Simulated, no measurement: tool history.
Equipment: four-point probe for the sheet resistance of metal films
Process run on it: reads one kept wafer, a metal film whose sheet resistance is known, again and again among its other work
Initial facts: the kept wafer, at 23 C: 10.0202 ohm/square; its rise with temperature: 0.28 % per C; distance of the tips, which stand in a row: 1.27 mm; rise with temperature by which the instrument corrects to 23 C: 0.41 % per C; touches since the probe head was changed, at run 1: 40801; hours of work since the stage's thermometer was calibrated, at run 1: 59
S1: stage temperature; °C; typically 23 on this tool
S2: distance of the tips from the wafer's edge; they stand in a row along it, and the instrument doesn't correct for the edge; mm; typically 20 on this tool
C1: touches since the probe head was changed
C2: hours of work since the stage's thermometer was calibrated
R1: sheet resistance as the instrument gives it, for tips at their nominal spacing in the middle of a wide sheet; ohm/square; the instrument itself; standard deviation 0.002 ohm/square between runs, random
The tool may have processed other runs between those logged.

run	hour	S1	S2	C1	C2	R1
1	0.0	23	20	40801	59	10.035688
2	10.8	23	20	41280	65	10.036640
3	23.3	23	20	41838	72	10.038378
4	36.8	23	20	42435	79	10.035522
5	57.4	23	20	43353	90	10.037212
6	69.2	23	20	43879	96	10.037571
7	83.0	23	20	44493	104	10.037282
8	94.3	23	20	44996	110	10.033176
9	107.3	23	20	45572	116	10.034981
10	126.9	22	20	46446	127	10.048385
11	139.0	22	20	46984	133	10.044441
12	154.5	22	20	47673	142	10.044947
13	165.6	22	20	48166	148	10.051019
14	177.8	23	20	48706	154	10.033538
15	194.4	23	20	49446	163	10.033354
16	203.1	21	20	49834	168	10.057691
17	222.0	21	20	50672	178	10.058428
18	240.8	21	20	51511	188	10.060135
19	252.1	21	20	52012	194	10.056835
20	271.8	23	43	52889	204	10.016368
21	282.8	23	12	53376	210	10.069593
22	294.8	23	4	53913	216	10.524289
23	303.8	23	4	54310	221	10.521062
24	317.8	20	39	54932	229	10.050163
25	338.2	20	39	55841	239	10.047346
26	354.6	23	4	56570	248	10.524231
27	368.0	30	10	57169	255	10.007937
28	379.2	22	5	57665	261	10.359639
29	388.9	22	5	58095	266	10.358083
30	401.7	34	32	58666	273	9.884933
31	419.9	34	24	59475	283	9.890921
32	431.7	23	22	60000	289	10.022359
33	442.2	34	71	60465	295	9.879421
34	458.9	23	6	61211	304	10.241999
35	469.5	25	20	61680	309	10.007796
36	484.8	29	6	62364	318	10.170475
37	495.0	27	9	62817	323	10.062076
38	506.6	29	15	63330	329	9.973773
39	517.1	30	3	63797	335	10.781195
40	536.3	30	3	64653	345	10.783284
41	556.1	28	9	65534	356	10.047430
42	571.1	28	9	66198	364	10.044505
43	584.0	22	6	66774	370	10.249968
44	599.6	24	26	67467	379	10.001994

Run by run, hidden condition taken away, random variation retained:
Unlogged tool condition in this case: inner tips' distance over the nominal, %; tips' flats over new ones', %; wafer's true temperature over the reading, C; drift of the gauge itself on sheet_ohm, %.
run	R1
1	10.039260
2	10.040482
3	10.042534
4	10.040025
5	10.042191
6	10.042833
7	10.042883
8	10.039024
9	10.041138
10	10.055023
11	10.051362
12	10.052267
13	10.058597
14	10.041417
15	10.041643
16	10.066221
17	10.067407
18	10.069578
19	10.066538
20	10.026526
21	10.080063
22	10.535487
23	10.532489
24	10.061501
25	10.059196
26	10.537010
27	10.020370
28	10.372852
29	10.371536
30	9.897971
31	9.904390
32	10.036427
33	9.893413
34	10.257039
35	10.022745
36	10.185977
37	10.077689
38	9.989529
39	10.798411
40	10.800965
41	10.064462
42	10.061884
43	10.268095
44	10.020057

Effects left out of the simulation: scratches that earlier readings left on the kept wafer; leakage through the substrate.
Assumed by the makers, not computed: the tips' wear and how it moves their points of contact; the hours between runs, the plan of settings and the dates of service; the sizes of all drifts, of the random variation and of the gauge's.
